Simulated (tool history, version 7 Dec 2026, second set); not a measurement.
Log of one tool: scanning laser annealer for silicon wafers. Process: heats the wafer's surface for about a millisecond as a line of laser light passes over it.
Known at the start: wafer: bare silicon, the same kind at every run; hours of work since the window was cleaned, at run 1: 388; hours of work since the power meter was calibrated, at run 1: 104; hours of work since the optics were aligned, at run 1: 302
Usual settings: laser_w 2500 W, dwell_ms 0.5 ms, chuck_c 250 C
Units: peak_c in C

run	day	laser_w	dwell_ms	chuck_c	hours of work since the window was cleaned	hours of work since the power meter was calibrated	hours of work since the optics were aligned	peak_c
1	0	2500	0.5	250	388	104	302	953
2	0.429	2500	0.5	250	396	112	310	950
3	0.971	2500	0.5	250	405	122	320	953
4	1.575	2500	0.5	250	416	133	331	950
5	1.958	2500	0.5	250	423	139	337	948
6	2.475	2500	0.5	250	432	149	347	946
7	2.9	2500	0.383	250	440	156	354	858
8	3.438	2500	0.5	250	450	166	364	947
9	3.812	2500	0.5	250	456	173	371	947
10	4.367	2500	0.606	250	466	182	380	1023
11	4.692	2500	0.606	250	472	188	386	1023
12	5.333	2265	0.5	250	483	200	398	870
13	5.675	2265	0.5	250	490	206	404	866
14	6.379	2265	0.5	250	502	218	416	863
15	6.871	2265	0.5	250	511	227	425	861
# day 7.125: window over the wafer cleaned
16	7.438	2265	0.5	268	6	236	434	904
17	8.054	2500	0.5	250	17	247	445	969
18	8.45	2154	0.5	250	24	254	452	847
19	8.871	2154	0.5	250	31	261	459	851
20	9.329	2500	0.5	250	39	270	467	971
21	9.829	2500	0.5	250	48	278	476	972
22	10.275	2500	0.5	250	56	286	484	969
# day 10.454: laser's power meter calibrated
23	10.921	2500	0.5	250	66	8	494	968
24	11.442	2500	0.5	250	75	18	503	969
25	12.062	2500	0.358	265	86	29	514	866
26	12.558	2500	0.358	265	95	38	523	867
# day 13.167: laser's power meter calibrated, once more
27	13.221	2500	0.358	265	104	1	532	868
28	13.617	2317	0.5	211	111	8	540	865
29	14.008	2177	0.5	234	118	15	547	834
30	14.592	2267	0.599	277	129	25	557	973
31	14.988	2609	0.5	287	136	33	564	1042
32	15.458	2376	0.483	287	144	41	572	944
33	15.804	2376	0.483	224	150	47	579	881
34	16.429	2303	0.367	218	162	58	590	765
35	16.854	2675	0.452	246	169	66	597	985
36	17.438	2364	0.52	250	180	76	608	929
37	17.917	2500	0.396	250	188	85	616	879
38	18.304	2500	0.396	286	195	92	623	916
39	18.838	2500	0.407	243	205	101	633	883

Forecast each of these 4 alternatives for the next run:
A	19.2	2587	0.488	250	211	108	639	?
B	19.2	2628	0.355	243	211	108	639	?
C	19.2	2735	0.605	218	211	108	639	?
D	19.2	2500	0.433	243	211	108	639	?

run	peak_c
A	985
B	871
C	1102
D	899
Without the tool's hidden state the same runs would have given:
run	peak_c
A	1001
B	884
C	1121
D	913

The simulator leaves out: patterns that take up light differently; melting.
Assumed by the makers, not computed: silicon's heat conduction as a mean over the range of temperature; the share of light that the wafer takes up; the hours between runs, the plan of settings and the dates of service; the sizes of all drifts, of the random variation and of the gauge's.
